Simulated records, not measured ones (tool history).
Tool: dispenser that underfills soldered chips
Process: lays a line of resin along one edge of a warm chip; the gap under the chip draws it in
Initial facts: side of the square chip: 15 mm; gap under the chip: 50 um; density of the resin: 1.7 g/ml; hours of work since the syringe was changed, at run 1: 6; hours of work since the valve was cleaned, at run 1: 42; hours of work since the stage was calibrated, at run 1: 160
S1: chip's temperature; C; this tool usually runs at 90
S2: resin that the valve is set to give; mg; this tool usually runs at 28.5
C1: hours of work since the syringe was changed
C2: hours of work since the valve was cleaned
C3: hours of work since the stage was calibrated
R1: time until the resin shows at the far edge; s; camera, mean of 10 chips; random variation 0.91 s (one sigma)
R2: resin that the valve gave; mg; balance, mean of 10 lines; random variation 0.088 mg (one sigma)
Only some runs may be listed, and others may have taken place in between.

| run | day | S1 | S2 | C1 | C2 | C3 | R1 | R2 |
|---|---|---|---|---|---|---|---|---|
| 1 | 0.000 | 90 | 28.5 | 6 | 42 | 160 | 115.0 | 28.03 |
|  | 0.171 | new syringe of resin |
| 2 | 0.212 | 90 | 30.8 | 1 | 45 | 163 | 84.0 | 30.40 |
| 3 | 0.433 | 90 | 28.5 | 4 | 49 | 167 | 103.7 | 28.05 |
|  | 0.704 | new syringe of resin |
| 4 | 0.746 | 90 | 28.5 | 1 | 54 | 171 | 85.2 | 27.74 |
| 5 | 0.904 | 90 | 28.5 | 3 | 56 | 174 | 96.7 | 27.83 |
| 6 | 1.071 | 90 | 28.5 | 6 | 59 | 177 | 114.8 | 27.85 |
|  | 1.238 | new syringe of resin |
| 7 | 1.379 | 90 | 28.5 | 2 | 63 | 181 | 93.7 | 27.99 |
| 8 | 1.679 | 90 | 28.5 | 7 | 68 | 186 | 123.7 | 27.86 |
|  | 1.792 | new syringe of resin |
| 9 | 1.929 | 90 | 28.5 | 2 | 72 | 190 | 90.8 | 27.76 |
| 10 | 2.221 | 90 | 28.5 | 7 | 76 | 194 | 119.7 | 27.70 |
|  | 2.325 | new syringe of resin |
| 11 | 2.383 | 90 | 28.5 | 1 | 79 | 197 | 85.4 | 27.64 |
|  | 2.692 | dispensing valve cleaned and set on the balance |
| 12 | 2.704 | 90 | 28.5 | 5 | 0 | 201 | 107.7 | 28.33 |
|  | 2.900 | new syringe of resin |
| 13 | 2.946 | 90 | 28.5 | 1 | 4 | 205 | 86.9 | 28.48 |
| 14 | 3.238 | 90 | 28.5 | 5 | 8 | 209 | 112.6 | 28.43 |
|  | 3.446 | new syringe of resin |
| 15 | 3.558 | 90 | 28.5 | 2 | 13 | 214 | 90.1 | 28.28 |
| 16 | 3.725 | 90 | 28.5 | 4 | 16 | 217 | 105.9 | 28.21 |
| 17 | 3.933 | 94 | 28.5 | 8 | 19 | 220 | 107.9 | 28.36 |
|  | 3.979 | new syringe of resin |
| 18 | 4.104 | 94 | 28.5 | 2 | 22 | 222 | 77.0 | 28.18 |
| 19 | 4.379 | 90 | 28.1 | 6 | 26 | 227 | 118.2 | 27.82 |
|  | 4.529 | new syringe of resin |
| 20 | 4.583 | 85 | 28.1 | 1 | 29 | 230 | 106.0 | 27.79 |
| 21 | 4.842 | 103 | 26.9 | 5 | 33 | 234 | 63.9 | 26.65 |
| 22 | 4.979 | 103 | 34.7 | 7 | 35 | 236 | 69.7 | 34.44 |
|  | 5.071 | new syringe of resin |
| 23 | 5.292 | 102 | 27.9 | 3 | 40 | 241 | 59.2 | 27.54 |
| 24 | 5.512 | 90 | 25.9 | 7 | 43 | 244 | 121.0 | 25.58 |
|  | 5.608 | new syringe of resin |
| 25 | 5.662 | 90 | 25.9 | 1 | 45 | 246 | 88.8 | 25.51 |
| 26 | 5.962 | 87 | 32.9 | 6 | 50 | 251 | 126.6 | 32.33 |
| 27 | 6.117 | 100 | 36.8 | 8 | 52 | 253 | 83.4 | 36.01 |
|  | 6.154 | new syringe of resin |
| 28 | 6.392 | 100 | 36.8 | 4 | 57 | 257 | 65.6 | 35.99 |
| 29 | 6.625 | 88 | 24.5 | 7 | 60 | 261 | 142.5 | 24.11 |
|  | 6.712 | new syringe of resin |
| 30 | 6.821 | 76 | 26.7 | 2 | 63 | 264 | 166.3 | 26.21 |
| 31 | 7.125 | 90 | 36.2 | 6 | 68 | 269 | 114.5 | 35.29 |
|  | 7.254 | new syringe of resin |
| 32 | 7.292 | 90 | 36.2 | 1 | 70 | 271 | 79.0 | 35.23 |
| 33 | 7.575 | 77 | 26.4 | 5 | 75 | 276 | 191.6 | 25.51 |
| 34 | 7.712 | 83 | 28.2 | 7 | 77 | 278 | 168.7 | 27.45 |
|  | 7.792 | new syringe of resin |
| 35 | 7.892 | 83 | 28.2 | 2 | 80 | 280 | 119.3 | 27.58 |

Hidden state at the last listed run before each entry between runs and at the first one after, where it differs:
Logged between run 1 and run 2: new syringe of resin (day 0.171)
  resin's viscosity, % of fresh resin's: 139.9 -> 104.3; dose that the valve gives, % of what is set: 98.35 -> 98.24; true chip temperature over the reading, C: 1.1 -> 1.12
  what was measured, less what the result would be without the hidden state, R1: +29.0 -> -0.4 s; R2: -0.47 -> -0.55 mg
Logged between run 3 and run 4: new syringe of resin (day 0.704)
  resin's viscosity, % of fresh resin's: 128.1 -> 103.2; dose that the valve gives, % of what is set: 98.12 -> 97.97; true chip temperature over the reading, C: 1.14 -> 1.17
  what was measured, less what the result would be without the hidden state, R1: +19.0 -> -1.3 s; R2: -0.53 -> -0.57 mg
Logged between run 6 and run 7: new syringe of resin (day 1.238)
  resin's viscosity, % of fresh resin's: 140.1 -> 114.4; dose that the valve gives, % of what is set: 97.79 -> 97.64; true chip temperature over the reading, C: 1.2 -> 1.22
  what was measured, less what the result would be without the hidden state, R1: +28.7 -> +7.8 s; R2: -0.62 -> -0.68 mg
Logged between run 8 and run 9: new syringe of resin (day 1.792)
  resin's viscosity, % of fresh resin's: 151.1 -> 112.1; dose that the valve gives, % of what is set: 97.48 -> 97.35; true chip temperature over the reading, C: 1.25 -> 1.27
  what was measured, less what the result would be without the hidden state, R1: +37.7 -> +5.6 s; R2: -0.73 -> -0.75 mg
Logged between run 10 and run 11: new syringe of resin (day 2.325)
  resin's viscosity, % of fresh resin's: 146.9 -> 103.5; dose that the valve gives, % of what is set: 97.19 -> 97.11; true chip temperature over the reading, C: 1.3 -> 1.31
  what was measured, less what the result would be without the hidden state, R1: +34.0 -> -1.5 s; R2: -0.80 -> -0.82 mg
Logged between run 11 and run 12: dispensing valve cleaned and set on the balance (day 2.692)
  resin's viscosity, % of fresh resin's: 103.5 -> 134.1; dose that the valve gives, % of what is set: 97.11 -> 100; true chip temperature over the reading, C: 1.31 -> 1.34
  what was measured, less what the result would be without the hidden state, R1: -1.5 -> +22.7 s; R2: -0.82 -> +0.00 mg
Logged between run 12 and run 13: new syringe of resin (day 2.900)
  resin's viscosity, % of fresh resin's: 134.1 -> 105.4; dose that the valve gives, % of what is set: 100 -> 99.88; true chip temperature over the reading, C: 1.34 -> 1.36
  what was measured, less what the result would be without the hidden state, R1: +22.7 -> -0.5 s; R2: +0.00 -> -0.04 mg
Logged between run 14 and run 15: new syringe of resin (day 3.446)
  resin's viscosity, % of fresh resin's: 138.6 -> 111.6; dose that the valve gives, % of what is set: 99.72 -> 99.54; true chip temperature over the reading, C: 1.39 -> 1.42
  what was measured, less what the result would be without the hidden state, R1: +26.4 -> +4.4 s; R2: -0.08 -> -0.13 mg
Logged between run 17 and run 18: new syringe of resin (day 3.979)
  resin's viscosity, % of fresh resin's: 158.3 -> 113.3; dose that the valve gives, % of what is set: 99.34 -> 99.26; true chip temperature over the reading, C: 1.45 -> 1.47
  what was measured, less what the result would be without the hidden state, R1: +35.6 -> +4.8 s; R2: -0.18 -> -0.21 mg
Logged between run 19 and run 20: new syringe of resin (day 4.529)
  resin's viscosity, % of fresh resin's: 146.4 -> 104.8; dose that the valve gives, % of what is set: 99.12 -> 99.03; true chip temperature over the reading, C: 1.49 -> 1.51
  what was measured, less what the result would be without the hidden state, R1: +32.3 -> -1.9 s; R2: -0.25 -> -0.27 mg
Logged between run 22 and run 23: new syringe of resin (day 5.071)
  resin's viscosity, % of fresh resin's: 151.6 -> 121.7; dose that the valve gives, % of what is set: 98.82 -> 98.65; true chip temperature over the reading, C: 1.55 -> 1.58
  what was measured, less what the result would be without the hidden state, R1: +21.1 -> +7.5 s; R2: -0.41 -> -0.37 mg
Logged between run 24 and run 25: new syringe of resin (day 5.608)
  resin's viscosity, % of fresh resin's: 149.8 -> 105.8; dose that the valve gives, % of what is set: 98.54 -> 98.47; true chip temperature over the reading, C: 1.6 -> 1.61
  what was measured, less what the result would be without the hidden state, R1: +34.8 -> -0.8 s; R2: -0.38 -> -0.39 mg
Logged between run 27 and run 28: new syringe of resin (day 6.154)
  resin's viscosity, % of fresh resin's: 161.3 -> 126.1; dose that the valve gives, % of what is set: 98.21 -> 98.07; true chip temperature over the reading, C: 1.65 -> 1.67
  what was measured, less what the result would be without the hidden state, R1: +28.1 -> +9.9 s; R2: -0.65 -> -0.71 mg
Logged between run 29 and run 30: new syringe of resin (day 6.712)
  resin's viscosity, % of fresh resin's: 157 -> 110.2; dose that the valve gives, % of what is set: 97.93 -> 97.83; true chip temperature over the reading, C: 1.7 -> 1.71
  what was measured, less what the result would be without the hidden state, R1: +45.6 -> +3.9 s; R2: -0.51 -> -0.58 mg
Logged between run 31 and run 32: new syringe of resin (day 7.254)
  resin's viscosity, % of fresh resin's: 146.4 -> 102.6; dose that the valve gives, % of what is set: 97.67 -> 97.58; true chip temperature over the reading, C: 1.74 -> 1.76
  what was measured, less what the result would be without the hidden state, R1: +30.2 -> -3.9 s; R2: -0.84 -> -0.87 mg
Logged between run 34 and run 35: new syringe of resin (day 7.792)
  resin's viscosity, % of fresh resin's: 151.2 -> 108.1; dose that the valve gives, % of what is set: 97.35 -> 97.26; true chip temperature over the reading, C: 1.79 -> 1.81
  what was measured, less what the result would be without the hidden state, R1: +48.5 -> +0.2 s; R2: -0.75 -> -0.78 mg
